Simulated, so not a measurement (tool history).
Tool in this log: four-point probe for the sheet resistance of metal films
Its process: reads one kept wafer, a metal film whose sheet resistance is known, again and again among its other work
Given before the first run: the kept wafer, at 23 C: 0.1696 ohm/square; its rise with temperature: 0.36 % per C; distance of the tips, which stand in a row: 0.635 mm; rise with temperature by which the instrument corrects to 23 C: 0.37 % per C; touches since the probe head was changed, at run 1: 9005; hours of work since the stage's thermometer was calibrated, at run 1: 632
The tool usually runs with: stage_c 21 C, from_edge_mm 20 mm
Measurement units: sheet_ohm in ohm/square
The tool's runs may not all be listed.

run,day,stage_c,from_edge_mm,touches since the probe head was changed,hours of work since the stage's thermometer was calibrated,sheet_ohm
1,0.000,21,20,9005,632,0.169449
2,0.542,22,20,9276,639,0.169408
3,1.304,20,20,9659,650,0.169424
4,1.704,21,20,9859,655,0.169487
5,2.604,21,20,10310,668,0.169498
6,3.292,21,20,10657,677,0.169462
7,4.167,21,21,11095,689,0.169476
8,4.746,21,12,11384,697,0.169670
9,5.396,21,20,11710,706,0.169512
10,6.108,21,20,12068,716,0.169545
11,6.904,21,35,12467,727,0.169487
12,7.742,21,4,12886,738,0.171700
13,8.529,21,4,13280,749,0.171744
14,9.071,21,4,13553,757,0.171727
15,9.842,21,4,13939,767,0.171727
16,10.717,20,4,14377,779,0.171718
17,11.142,21,20,14591,785,0.169453
18,11.850,21,20,14946,795,0.169486
19,12.554,26,20,15300,805,0.169493
20,13.112,26,20,15579,812,0.169458
21,13.879,21,20,15963,823,0.169549
22,14.571,21,20,16311,832,0.169555
23,15.004,21,20,16528,838,0.169560
24,16.000,21,16,17026,852,0.169610
25,16.754,18,56,17406,862,0.169518
26,17.746,18,56,17903,876,0.169469
27,18.283,29,41,18172,883,0.169384
28,19.250,23,45,18655,897,0.169471
29,19.688,22,69,18876,903,0.169535
30,20.483,20,20,19275,914,0.169645
31,21.396,21,3,19732,926,0.173426
32,22.042,30,5,20055,935,0.170801
33,22.525,30,5,20298,942,0.170921
34,23.238,21,4,20655,952,0.171827
35,23.950,21,4,21013,962,0.171826
36,24.629,21,4,21354,971,0.171740
37,25.296,21,4,21686,980,0.171767
38,26.162,30,21,22121,992,0.169455
39,26.783,21,22,22433,1000,0.169621
40,27.429,23,3,22756,1009,0.173548
41,28.208,32,27,23148,1020,0.169450
42,28.688,19,9,23388,1027,0.170059
43,29.212,25,16,23651,1034,0.169666
44,29.850,25,16,23971,1043,0.169655
45,30.825,25,16,24459,1056,0.169680

Each row is a separate what-if for the run after 45, all from the same tool condition, not one after another. Results?
A,31.588,24,16,24841,1067,?
B,31.588,29,15,24841,1067,?
C,31.588,35,62,24841,1067,?
D,31.588,26,8,24841,1067,?

run,sheet_ohm
A,0.169686
B,0.169577
C,0.169396
D,0.170077
Had the tool no hidden state, the same runs would have come out as:
run,sheet_ohm
A,0.169736
B,0.169631
C,0.169453
D,0.170129
